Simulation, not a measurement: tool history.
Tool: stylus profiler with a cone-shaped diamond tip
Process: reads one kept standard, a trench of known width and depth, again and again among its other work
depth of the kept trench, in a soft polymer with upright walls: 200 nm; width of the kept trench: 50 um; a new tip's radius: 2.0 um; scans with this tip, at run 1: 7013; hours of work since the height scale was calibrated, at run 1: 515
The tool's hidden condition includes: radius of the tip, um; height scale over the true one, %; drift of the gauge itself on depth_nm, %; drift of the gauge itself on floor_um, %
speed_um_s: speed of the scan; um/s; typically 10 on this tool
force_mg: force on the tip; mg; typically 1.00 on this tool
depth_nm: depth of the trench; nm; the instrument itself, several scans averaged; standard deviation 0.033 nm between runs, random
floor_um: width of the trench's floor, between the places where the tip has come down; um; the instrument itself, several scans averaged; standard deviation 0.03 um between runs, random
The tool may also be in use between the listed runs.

| run | hour | speed_um_s | force_mg | scans with this tip | hours of work since the height scale was calibrated | depth_nm | floor_um |
|---|---|---|---|---|---|---|---|
| 1 | 0.0 | 10 | 1.00 | 7013 | 515 | 201.98 | 47.97 |
| 2 | 56.4 | 10 | 0.65 | 7340 | 539 | 201.64 | 47.92 |
| 3 | 104.8 | 10 | 1.00 | 7620 | 559 | 202.01 | 47.90 |
| 4 | 161.0 | 2 | 1.00 | 7945 | 583 | 201.99 | 48.01 |
| 5 | 186.0 | 2 | 1.00 | 8090 | 594 | 202.05 | 47.93 |
| 6 | 233.2 | 10 | 1.25 | 8363 | 614 | 202.31 | 47.95 |
| 7 | 267.3 | 15 | 1.00 | 8560 | 628 | 202.11 | 47.89 |
| 8 | 310.9 | 10 | 1.00 | 8813 | 647 | 202.14 | 47.89 |
| 9 | 346.5 | 10 | 1.00 | 9019 | 662 | 202.10 | 47.85 |
| 10 | 393.1 | 10 | 1.00 | 9288 | 682 | 202.08 | 47.93 |
| 11 | 432.7 | 10 | 1.00 | 9518 | 699 | 202.12 | 47.86 |
| 12 | 486.8 | 3 | 2.25 | 9831 | 722 | 203.18 | 47.92 |
| 13 | 511.4 | 10 | 0.83 | 9973 | 732 | 201.95 | 47.88 |

Run 14 has not been measured yet. What should we expect?
| 14 | 542.7 | 10 | 0.83 | 10155 | 745 | ? | ? |

{"run 14": {"depth_nm": 201.93, "floor_um": 47.84}}
Had the tool carried no hidden state, the very same run would have given depth_nm 201.25 nm, floor_um 48.15 um.

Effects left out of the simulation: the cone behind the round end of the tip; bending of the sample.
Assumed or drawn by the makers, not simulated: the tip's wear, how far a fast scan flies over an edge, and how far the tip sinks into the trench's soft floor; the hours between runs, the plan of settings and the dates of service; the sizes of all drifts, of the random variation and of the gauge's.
